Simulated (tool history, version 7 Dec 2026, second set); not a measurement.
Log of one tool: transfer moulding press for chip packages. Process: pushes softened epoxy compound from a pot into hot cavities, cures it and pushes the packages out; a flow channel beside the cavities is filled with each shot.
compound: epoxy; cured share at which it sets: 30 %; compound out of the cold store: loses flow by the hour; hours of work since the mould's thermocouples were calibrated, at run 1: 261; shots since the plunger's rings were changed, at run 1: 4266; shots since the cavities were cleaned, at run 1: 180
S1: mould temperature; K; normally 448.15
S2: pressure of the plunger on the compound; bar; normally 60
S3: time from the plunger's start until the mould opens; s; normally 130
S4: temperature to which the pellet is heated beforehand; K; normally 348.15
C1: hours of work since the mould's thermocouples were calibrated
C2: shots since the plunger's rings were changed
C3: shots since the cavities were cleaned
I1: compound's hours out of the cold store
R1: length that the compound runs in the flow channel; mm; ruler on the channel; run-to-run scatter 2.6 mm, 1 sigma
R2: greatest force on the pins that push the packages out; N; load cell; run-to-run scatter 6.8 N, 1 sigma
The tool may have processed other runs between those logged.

Run 1, hour 0: usual settings; C1 261; C2 4266; C3 180; I1 36. Result: R1 523 mm, R2 439 N.
Run 2, hour 6.3: usual settings; C1 265; C2 4334; C3 248; I1 11.8. Result: R1 595 mm, R2 487 N.
Run 3, hour 14.9: usual settings; C1 271; C2 4427; C3 341; I1 33.4. Result: R1 531 mm, R2 509 N.
Run 4, hour 21.1: usual settings; C1 275; C2 4494; C3 408; I1 26.4. Result: R1 545 mm, R2 513 N.
At hour 34.1: plunger's sealing rings changed.
Run 5, hour 37.1: usual settings; C1 285; C2 32; C3 553; I1 25.6. Result: R1 589 mm, R2 558 N.
Run 6, hour 49.2: usual settings; C1 293; C2 164; C3 685; I1 29.3. Result: R1 575 mm, R2 581 N.
Run 7, hour 62.1: usual settings; C1 302; C2 303; C3 824; I1 37.8. Result: R1 549 mm, R2 617 N.
Run 8, hour 71.3: usual settings; C1 308; C2 402; C3 923; I1 20. Result: R1 600 mm, R2 603 N.
At hour 78.2: cavities cleaned with cleaning compound and waxed.
Run 9, hour 81.9: usual settings; C1 314; C2 500; C3 39; I1 9.6. Result: R1 629 mm, R2 314 N.
Run 10, hour 93.2: usual settings but S1 441.15 K; C1 322; C2 622; C3 161; I1 32.1. Result: R1 581 mm, R2 544 N.
Run 11, hour 101.4: usual settings; C1 328; C2 711; C3 250; I1 18.9. Result: R1 599 mm, R2 443 N.
Run 12, hour 115.1: usual settings; C1 337; C2 858; C3 397; I1 31.5. Result: R1 561 mm, R2 488 N.
Run 13, hour 125.7: usual settings; C1 344; C2 973; C3 512; I1 30.8. Result: R1 562 mm, R2 534 N.
Run 14, hour 138.3: usual settings; C1 353; C2 1109; C3 648; I1 14.2. Result: R1 609 mm, R2 561 N.
Run 15, hour 150.2: usual settings but S2 55.1 bar; C1 361; C2 1237; C3 776; I1 47.9. Result: R1 500 mm, R2 582 N.
Run 16, hour 159.6: usual settings but S1 450.15 K, S2 53 bar; C1 368; C2 1339; C3 878; I1 10.7. Result: R1 574 mm, R2 588 N.
Run 17, hour 165.7: usual settings but S4 358.15 K; C1 372; C2 1405; C3 944; I1 31.2. Result: R1 552 mm, R2 591 N.
At hour 170.8: cavities cleaned with cleaning compound and waxed.
Run 18, hour 175.4: usual settings but S1 445.15 K, S2 70.1 bar, S3 138 s, S4 344.15 K; C1 377; C2 1493; C3 49; I1 43.9. Result: R1 576 mm, R2 349 N.
Run 19, hour 184.7: usual settings but S1 445.15 K, S2 46.7 bar, S3 140 s, S4 344.15 K; C1 384; C2 1594; C3 150; I1 47.2. Result: R1 464 mm, R2 421 N.
Run 20, hour 193.6: usual settings but S1 445.15 K, S2 46.7 bar, S3 140 s, S4 344.15 K; C1 390; C2 1690; C3 246; I1 41.3. Result: R1 474 mm, R2 463 N.
Run 21, hour 201.1: usual settings but S1 454.15 K, S2 47.9 bar, S3 170 s, S4 341.15 K; C1 395; C2 1771; C3 327; I1 37.8. Result: R1 468 mm, R2 466 N.
Run 22, hour 209.3: usual settings but S1 444.15 K, S4 354.15 K; C1 401; C2 1860; C3 416; I1 36. Result: R1 554 mm, R2 572 N.
Run 23, hour 216.2: usual settings but S1 443.15 K, S4 354.15 K; C1 405; C2 1934; C3 490; I1 18.3. Result: R1 606 mm, R2 653 N.
Run 24, hour 223.1: usual settings but S1 443.15 K, S4 354.15 K; C1 410; C2 2009; C3 565; I1 46.1. Result: R1 527 mm, R2 648 N.
Run 25, hour 229.4: usual settings but S1 445.15 K, S2 65.8 bar, S3 169 s, S4 354.15 K; C1 415; C2 2077; C3 633; I1 38.9. Result: R1 565 mm, R2 547 N.
Run 26, hour 240.3: usual settings but S1 445.15 K, S2 65.8 bar, S3 169 s, S4 354.15 K; C1 422; C2 2194; C3 750; I1 22.7. Result: R1 613 mm, R2 577 N.
Run 27, hour 247.8: usual settings but S1 443.15 K, S2 62.6 bar, S3 168 s, S4 342.15 K; C1 427; C2 2275; C3 831; I1 34.9. Result: R1 564 mm, R2 564 N.
Run 28, hour 253.8: usual settings but S2 49.1 bar, S3 154 s, S4 350.15 K; C1 431; C2 2340; C3 896; I1 18.6. Result: R1 527 mm, R2 560 N.
At hour 263.7: cavities cleaned with cleaning compound and waxed.
Run 29, hour 264.3: usual settings but S1 440.15 K; C1 437; C2 2437; C3 6; I1 18.1. Result: R1 616 mm, R2 426 N.

Below are 4 alternative next runs, each starting from the tool's condition after run 29. Predict each:
Run A, hour 276.4: usual settings but S1 441.15 K; C1 446; C2 2568; C3 137; I1 23.1. Result: R1 ?, R2 ?.
Run B, hour 276.4: usual settings but S1 452.15 K, S2 63.6 bar, S3 148 s; C1 446; C2 2568; C3 137; I1 32. Result: R1 ?, R2 ?.
Run C, hour 276.4: usual settings but S2 68.5 bar; C1 446; C2 2568; C3 137; I1 26.1. Result: R1 ?, R2 ?.
Run D, hour 276.4: usual settings but S3 155 s, S4 346.15 K; C1 446; C2 2568; C3 137; I1 17.6. Result: R1 ?, R2 ?.

run   R1   R2
  A  588  526
  B  557  354
  C  600  386
  D  584  377
Take away the tool's hidden state, keep each run's random variation, and the runs would have read:
run   R1   R2
  A  611  371
  B  579  255
  C  624  279
  D  608  273
